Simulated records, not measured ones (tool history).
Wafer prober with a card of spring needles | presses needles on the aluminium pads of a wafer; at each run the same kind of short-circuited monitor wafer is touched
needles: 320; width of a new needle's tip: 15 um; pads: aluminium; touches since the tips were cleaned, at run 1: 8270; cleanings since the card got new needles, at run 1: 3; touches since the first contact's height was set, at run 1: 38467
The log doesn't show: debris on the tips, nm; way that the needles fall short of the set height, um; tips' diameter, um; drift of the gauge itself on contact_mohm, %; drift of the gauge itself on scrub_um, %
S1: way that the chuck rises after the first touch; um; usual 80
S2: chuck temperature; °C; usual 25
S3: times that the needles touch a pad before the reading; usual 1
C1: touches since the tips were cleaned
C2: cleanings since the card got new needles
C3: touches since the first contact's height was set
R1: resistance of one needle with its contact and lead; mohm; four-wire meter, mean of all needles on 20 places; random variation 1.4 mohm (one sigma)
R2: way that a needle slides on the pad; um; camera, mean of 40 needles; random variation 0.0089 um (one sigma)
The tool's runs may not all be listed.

| run | hour | S1 | S2 | S3 | C1 | C2 | C3 | R1 | R2 |
|---|---|---|---|---|---|---|---|---|---|
| 1 | 0 | 80 | 25 | 1 | 8270 | 3 | 38467 | 165 | 19.708 |
|  | 1.5 | tips cleaned on abrasive film |
| 2 | 8.9 | 80 | 25 | 1 | 3536 | 4 | 42663 | 156 | 19.677 |
| 3 | 13.3 | 80 | 25 | 1 | 5631 | 4 | 44758 | 160 | 19.67 |
| 4 | 18 | 80 | 25 | 1 | 7882 | 4 | 47009 | 160 | 19.678 |
|  | 19.8 | tips cleaned on abrasive film |
| 5 | 26.3 | 80 | 25 | 1 | 3122 | 5 | 50935 | 150 | 19.663 |
|  | 27.6 | height of the first contact set anew |
| 6 | 35.2 | 80 | 25 | 1 | 7217 | 5 | 3649 | 163 | 19.6 |
|  | 38.8 | tips cleaned on abrasive film |
| 7 | 44.2 | 80 | 25 | 1 | 2593 | 6 | 7874 | 147 | 19.579 |
|  | 49.8 | height of the first contact set anew, once more |
| 8 | 49.8 | 80 | 25 | 1 | 5114 | 6 | 0 | 156 | 19.774 |
| 9 | 55.1 | 64 | 51 | 1 | 7632 | 6 | 2518 | 178 | 15.822 |
|  | 57.7 | tips cleaned on abrasive film |
| 10 | 60.9 | 80 | 69 | 1 | 1507 | 7 | 5241 | 150 | 19.749 |
| 11 | 67.8 | 80 | 69 | 1 | 4798 | 7 | 8532 | 163 | 19.762 |
|  | 76.3 | tips cleaned on abrasive film |
| 12 | 76.5 | 80 | 25 | 3 | 105 | 8 | 12665 | 131 | 19.737 |
| 13 | 85 | 85 | 121 | 2 | 4149 | 8 | 16709 | 155 | 20.969 |
| 14 | 93.5 | 68 | 32 | 1 | 8181 | 8 | 20741 | 176 | 16.749 |
|  | 95.2 | tips cleaned on abrasive film |
| 15 | 99.7 | 68 | 32 | 1 | 2168 | 9 | 23679 | 151 | 16.732 |
| 16 | 108.2 | 68 | 32 | 1 | 6220 | 9 | 27731 | 170 | 16.726 |

4 ways to go on from here, each from the tool as it stands after run 16. What would each give?
|  | 114 | tips cleaned on abrasive film |
| A | 116 | 75 | 32 | 3 | 961 | 10 | 31396 | ? | ? |
|  | 114 | tips cleaned on abrasive film |
| B | 116 | 62 | 32 | 2 | 961 | 10 | 31396 | ? | ? |
|  | 114 | tips cleaned on abrasive film |
| C | 116 | 74 | 62 | 1 | 961 | 10 | 31396 | ? | ? |
|  | 114 | tips cleaned on abrasive film |
| D | 116 | 68 | 32 | 1 | 961 | 10 | 31396 | ? | ? |

| run | R1 | R2 |
|---|---|---|
| A | 136 | 18.439 |
| B | 142 | 15.215 |
| C | 145 | 18.194 |
| D | 144 | 16.721 |
Without the tool's hidden state the same runs would have given:
| run | R1 | R2 |
|---|---|---|
| A | 132 | 18.542 |
| B | 134 | 15.318 |
| C | 135 | 18.297 |
| D | 132 | 16.824 |

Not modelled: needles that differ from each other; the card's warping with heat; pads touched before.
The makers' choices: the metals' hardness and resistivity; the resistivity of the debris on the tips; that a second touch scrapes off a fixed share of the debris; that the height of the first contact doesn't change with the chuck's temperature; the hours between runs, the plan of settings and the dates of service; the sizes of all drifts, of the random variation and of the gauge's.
